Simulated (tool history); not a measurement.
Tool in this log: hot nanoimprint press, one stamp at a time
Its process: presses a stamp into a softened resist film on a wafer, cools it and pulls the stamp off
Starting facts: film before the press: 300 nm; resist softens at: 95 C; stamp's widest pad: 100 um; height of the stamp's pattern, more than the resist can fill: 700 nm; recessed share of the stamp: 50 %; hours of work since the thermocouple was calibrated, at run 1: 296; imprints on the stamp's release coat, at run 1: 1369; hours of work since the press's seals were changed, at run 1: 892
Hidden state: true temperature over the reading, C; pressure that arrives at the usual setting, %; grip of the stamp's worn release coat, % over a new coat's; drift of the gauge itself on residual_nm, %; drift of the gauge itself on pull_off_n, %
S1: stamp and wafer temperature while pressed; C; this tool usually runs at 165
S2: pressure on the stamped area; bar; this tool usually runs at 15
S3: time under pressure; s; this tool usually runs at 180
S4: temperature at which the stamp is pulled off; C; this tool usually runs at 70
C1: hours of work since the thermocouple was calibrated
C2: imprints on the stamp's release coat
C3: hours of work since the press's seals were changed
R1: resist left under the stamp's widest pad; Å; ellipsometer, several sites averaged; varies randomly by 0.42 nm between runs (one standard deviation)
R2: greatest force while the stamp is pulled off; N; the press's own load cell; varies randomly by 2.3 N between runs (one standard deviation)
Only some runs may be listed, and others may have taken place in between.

run     day   S1    S2   S3  S4   C1    C2    C3    R1   R2
  1       0  165    15  180  70  296  1369   892  1366  143
  2   1.679  165    15  180  70  326  1480   922  1350  142
      4.838  -- plate thermocouple calibrated
  3   4.938  165    15  180  75    2  1687   978  1333  148
      7.483  -- stamp cleaned and given a new release coat
  4   8.162  165    15  180  75   55    45  1032  1316  120
  5  12.096  165    15  180  75  126   305  1102  1318  121
     14.117  -- plate thermocouple calibrated, once more
  6  14.412  165    15  125  70    5   450  1141  1612  130
  7  17.208  165    15  126  70   56   635  1192  1590  131
  8  20.521  165    15  126  70  115   853  1251  1592  137
  9  23.504  165    15  126  70  169  1050  1305  1576  137
     25.508  -- press's hydraulic seals changed and the load cell set to zero
 10  26.317  165    15  180  70  213  1214    15  1361  141
 11  28.946  153    15  180  70  260  1388    62  2185  143
 12  32.425  153    15  180  66  323  1618   124  2176  148
 13    35.2  153    15  180  66  373  1801   174  2170  154
     35.871  -- plate thermocouple calibrated
     36.121  -- stamp cleaned and given a new release coat
 14  39.525  165    15  180  77   61   224   245  1375  122
 15  42.025  165    15  180  71  106   390   290  1368  126
 16  44.271  165    15  180  71  146   538   330  1374  132
 17  47.921  176  16.9  180  56  212   779   396   779  145
 18  51.688  176  16.9  180  56  279  1028   463   768  151
 19  53.938  176  16.9  180  56  320  1177   504   771  156
 20  56.188  165    15  308  71  360  1326   544  1076  144
     57.571  -- plate thermocouple calibrated
 21  59.671  159   9.1  180  74   38  1548   604  2086  139
 22  61.333  167   9.1  280  71   68  1658   634  1313  144
     64.279  -- stamp cleaned and given a new release coat
 23  64.925  165    23  307  70  128    42   694   910  121
 24  66.821  165    23  307  70  162   168   728   899  121
 25  68.508  159  12.7  180  67  192   279   759  1855  130
 26  71.762  159  23.2  180  59  250   494   817  1488  134
 27  73.575  159  23.2  180  59  283   614   850  1483  138
 28  76.083  159  23.2  180  59  328   780   895  1490  142
     79.092  -- plate thermocouple calibrated
 29  80.033  159  23.2  180  59   17  1033   963  1527  148

Some steps in R1, run to run, broken into two amounts with sign: the step expected even without the hidden condition (settings, incoming material, random variation), and the rest, left for the hidden condition together with whatever gauge scatter is not in both the measured and the hidden-condition-free result:
Run 5 -> 6: S3 180 -> 125, S4 75 -> 70, plate thermocouple calibrated, once more. R1 +294 Å: hidden state +100, all else +194.
Run 20 -> 21: S1 165 -> 159, S2 15 -> 9.1, S3 308 -> 180, S4 71 -> 74, plate thermocouple calibrated. R1 +1010 Å: hidden state +30, all else +980.
Run 24 -> 25: S1 165 -> 159, S2 23 -> 12.7, S3 307 -> 180, S4 70 -> 67. R1 +956 Å: hidden state -18, all else +974.
Run 28 -> 29: plate thermocouple calibrated. R1 +37 Å: hidden state +49, all else -12.

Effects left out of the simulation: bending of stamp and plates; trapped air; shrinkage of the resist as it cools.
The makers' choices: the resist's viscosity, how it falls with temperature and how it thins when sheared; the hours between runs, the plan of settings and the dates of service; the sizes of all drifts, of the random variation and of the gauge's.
